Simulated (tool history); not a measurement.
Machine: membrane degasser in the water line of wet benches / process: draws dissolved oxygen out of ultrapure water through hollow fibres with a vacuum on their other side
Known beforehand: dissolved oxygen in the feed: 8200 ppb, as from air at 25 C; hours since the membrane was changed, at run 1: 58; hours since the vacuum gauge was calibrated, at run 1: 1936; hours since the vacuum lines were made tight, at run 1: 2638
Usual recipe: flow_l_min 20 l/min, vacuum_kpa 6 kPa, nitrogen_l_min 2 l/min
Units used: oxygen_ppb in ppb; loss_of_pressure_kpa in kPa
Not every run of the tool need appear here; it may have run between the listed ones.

run,hour,flow_l_min,vacuum_kpa,nitrogen_l_min,hours since the membrane was changed,hours since the vacuum gauge was calibrated,hours since the vacuum lines were made tight,oxygen_ppb,loss_of_pressure_kpa
1,0,20,6,2,58,1936,2638,316.9,26.32
2,52.7,20,6,2,111,1989,2691,318.1,26.52
3,115,20,6,2,173,2051,2753,322.8,26.09
4,193.2,20,6,2,251,2129,2831,324.4,26.55
5,234,20,6,2,292,2170,2872,321.4,26.36
6,306.1,20,6,2,364,2242,2944,324,26.56
7,391.8,20,14.92,2,450,2328,3030,512.3,26.5
8,444.2,20,14.92,2,502,2380,3082,519.5,26.57
9,505,20,14.92,2,563,2441,3143,524.9,26.99
10,543.2,27,14.92,2,601,2479,3181,838.1,35.95
11,613.2,27,14.92,2,671,2549,3251,849.9,35.58
12,670.9,20,6,2,729,2607,3309,327,26.66
13,718.5,20,11.21,2,776,2654,3357,443,26.69
14,769,20,6,2,827,2705,3407,331,26.89
15,832.7,12,6,2,891,2769,3471,95.6,15.89
16,892.4,12,6,2,950,2828,3531,94,16.06
17,942.1,12,6,2,1000,2878,3580,97.4,15.63
18,1023.4,12,6,2.61,1081,2959,3662,85.1,15.7
19,1059.9,20,4.57,3.93,1118,2996,3698,284.2,26.6
20,1131.8,31,4.57,2.67,1190,3068,3770,742.9,41.53
21,1195.7,31,4.57,2.67,1254,3132,3834,740.8,40.99
22,1269.6,14,6,2,1328,3206,3908,142.6,18.43
23,1316,14,6,2,1374,3252,3954,141.7,18.8
24,1368.4,14,4.76,5.08,1426,3304,4007,104.6,18.6
25,1447.3,14,4.76,5.08,1505,3383,4086,106.9,18.65
26,1531.5,14,4.76,5.08,1589,3467,4170,105.7,18.78
27,1584.6,21,7.13,1.48,1643,3520,4223,431.4,27.85
28,1640.1,14,10.4,2,1698,3576,4278,216.2,18.81
29,1709.1,14,10.4,2,1767,3645,4347,219.4,18.81

Expected results for the next run?
30,1760.5,12,6,2.13,1818,3696,4399,?,?

oxygen_ppb: 97.5 ppb
loss_of_pressure_kpa: 16.13 kPa
Were there no unlogged condition in the tool, this run, its random variation unchanged, would have produced oxygen_ppb 88.5 ppb, loss_of_pressure_kpa 15.83 kPa.
